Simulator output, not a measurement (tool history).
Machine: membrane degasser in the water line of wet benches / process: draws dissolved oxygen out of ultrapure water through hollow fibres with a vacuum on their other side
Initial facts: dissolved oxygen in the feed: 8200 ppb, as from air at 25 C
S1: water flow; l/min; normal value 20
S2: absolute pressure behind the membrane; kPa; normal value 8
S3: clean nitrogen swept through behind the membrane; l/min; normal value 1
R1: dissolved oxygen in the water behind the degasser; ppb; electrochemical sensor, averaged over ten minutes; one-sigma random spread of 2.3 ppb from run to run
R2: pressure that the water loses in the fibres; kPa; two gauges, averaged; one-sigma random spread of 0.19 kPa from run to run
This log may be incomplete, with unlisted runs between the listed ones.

{"run": 1, "day": 0.0, "S1": 20, "S2": 8, "S3": 1, "R1": 242.8, "R2": 38.17}
{"run": 2, "day": 3.062, "S1": 20, "S2": 8, "S3": 1.04, "R1": 234.3, "R2": 38.48}
{"run": 3, "day": 5.979, "S1": 20, "S2": 5.48, "S3": 1, "R1": 131.1, "R2": 38.16}
{"run": 4, "day": 9.5, "S1": 20, "S2": 5.48, "S3": 1, "R1": 133.2, "R2": 38.21}
{"run": 5, "day": 12.375, "S1": 20, "S2": 5.48, "S3": 1, "R1": 133.1, "R2": 38.64}
{"run": 6, "day": 15.05, "S1": 20, "S2": 8, "S3": 1, "R1": 245, "R2": 38.45}
{"run": 7, "day": 17.108, "S1": 20, "S2": 17.53, "S3": 1, "R1": 636, "R2": 38.29}
{"run": 8, "day": 19.854, "S1": 20, "S2": 17.53, "S3": 1, "R1": 644.7, "R2": 38.34}
{"run": 9, "day": 22.354, "S1": 23, "S2": 8, "S3": 1, "R1": 282.3, "R2": 44.22}
{"run": 10, "day": 26.158, "S1": 23, "S2": 8, "S3": 1, "R1": 284.3, "R2": 44.37}
{"run": 11, "day": 29.288, "S1": 20, "S2": 6.18, "S3": 1, "R1": 171.5, "R2": 38.69}
{"run": 12, "day": 33.012, "S1": 20, "S2": 6.18, "S3": 1, "R1": 166.5, "R2": 38.54}
{"run": 13, "day": 35.492, "S1": 20, "S2": 6.18, "S3": 1, "R1": 166.2, "R2": 38.74}
{"run": 14, "day": 37.792, "S1": 17, "S2": 6.18, "S3": 1, "R1": 137.9, "R2": 32.82}
{"run": 15, "day": 40.192, "S1": 20, "S2": 7.58, "S3": 1, "R1": 228.8, "R2": 38.92}
{"run": 16, "day": 43.642, "S1": 20, "S2": 5.3, "S3": 1, "R1": 130.2, "R2": 39.22}
{"run": 17, "day": 45.933, "S1": 20, "S2": 12.31, "S3": 1, "R1": 430, "R2": 38.52}
{"run": 18, "day": 47.675, "S1": 20, "S2": 12.31, "S3": 1, "R1": 428.5, "R2": 38.54}
{"day": 47.946, "done": "seals of the vacuum lines changed"}
{"run": 19, "day": 51.104, "S1": 20, "S2": 5.63, "S3": 1, "R1": 142.5, "R2": 38.9}
{"run": 20, "day": 53.071, "S1": 23, "S2": 9.25, "S3": 0.71, "R1": 451, "R2": 44.63}
{"run": 21, "day": 54.933, "S1": 13, "S2": 10.93, "S3": 0.56, "R1": 390.8, "R2": 25.1}
{"run": 22, "day": 56.671, "S1": 27, "S2": 10.19, "S3": 0.54, "R1": 727.3, "R2": 52.43}
{"run": 23, "day": 59.612, "S1": 20, "S2": 8, "S3": 2.99, "R1": 101.9, "R2": 39.12}
{"run": 24, "day": 63.388, "S1": 20, "S2": 8, "S3": 2.99, "R1": 102.2, "R2": 38.71}
{"run": 25, "day": 65.879, "S1": 20, "S2": 8, "S3": 2.99, "R1": 103.5, "R2": 38.71}
{"run": 26, "day": 68.371, "S1": 23, "S2": 5.01, "S3": 2.04, "R1": 97, "R2": 44.79}
{"run": 27, "day": 71.583, "S1": 16, "S2": 8, "S3": 0.47, "R1": 362.5, "R2": 31.13}
{"run": 28, "day": 73.996, "S1": 20, "S2": 8.2, "S3": 1.75, "R1": 162.5, "R2": 38.98}
{"run": 29, "day": 76.417, "S1": 21, "S2": 11.1, "S3": 1.84, "R1": 238.9, "R2": 40.83}
{"run": 30, "day": 79.067, "S1": 14, "S2": 16.67, "S3": 1, "R1": 432.4, "R2": 27.67}
{"run": 31, "day": 81.842, "S1": 13, "S2": 8.7, "S3": 0.52, "R1": 317.4, "R2": 25.54}
{"run": 32, "day": 84.138, "S1": 31, "S2": 8.01, "S3": 0.63, "R1": 585.8, "R2": 60.86}

Each row is a separate what-if for the run after 32, all from the same tool condition, not one after another. Results?
{"run": "A", "day": 87.896, "S1": 26, "S2": 15.68, "S3": 2.33, "R1": "?", "R2": "?"}
{"run": "B", "day": 87.896, "S1": 29, "S2": 8.01, "S3": 0.63, "R1": "?", "R2": "?"}
{"run": "C", "day": 87.896, "S1": 31, "S2": 8.01, "S3": 2.11, "R1": "?", "R2": "?"}

run=A R1=388.7 R2=50.87
run=B R1=547.4 R2=56.59
run=C R1=304.8 R2=60.41
The same runs, with their run-to-run variation unchanged, on a tool lacking any hidden condition would have given:
run=A R1=368.5 R2=49.44
run=B R1=499.4 R2=54.99
run=C R1=275.5 R2=58.7

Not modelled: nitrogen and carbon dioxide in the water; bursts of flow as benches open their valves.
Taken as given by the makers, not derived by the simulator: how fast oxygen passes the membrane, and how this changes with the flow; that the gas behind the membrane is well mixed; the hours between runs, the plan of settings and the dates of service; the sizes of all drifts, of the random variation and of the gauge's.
